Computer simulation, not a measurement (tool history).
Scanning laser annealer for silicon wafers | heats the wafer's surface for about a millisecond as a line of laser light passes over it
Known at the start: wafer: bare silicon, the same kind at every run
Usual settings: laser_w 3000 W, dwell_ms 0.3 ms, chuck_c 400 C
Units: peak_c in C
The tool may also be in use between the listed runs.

run   hour  laser_w  dwell_ms  chuck_c  peak_c
  1      0     3000       0.3      400    1217
  2   14.5     3000       0.3      400    1218
  3   24.9     3000       0.3      400    1217
  4   38.7     3000       0.3      400    1215
  5   45.6     3000       0.3      382    1196
  6     53     3000       0.3      400    1215
  7   68.6     3000       0.3      400    1209
  8   82.8     3104     0.234      400    1159
  9   94.8     3185     0.344      364    1283
 10  106.6     3185     0.344      364    1285
 11  120.9     3185     0.344      364    1284
 12  132.2     3037     0.344      396    1272

Forecast each of these 3 alternatives for the next run:
  A  141.9     2737      0.36      400       ?
  B  141.9     3209      0.28      394       ?
  C  141.9     2646       0.3      400       ?

run  peak_c
  A    1194
  B    1242
  C    1102
Without the tool's hidden state the same runs would have given:
run  peak_c
  A    1221
  B    1271
  C    1126
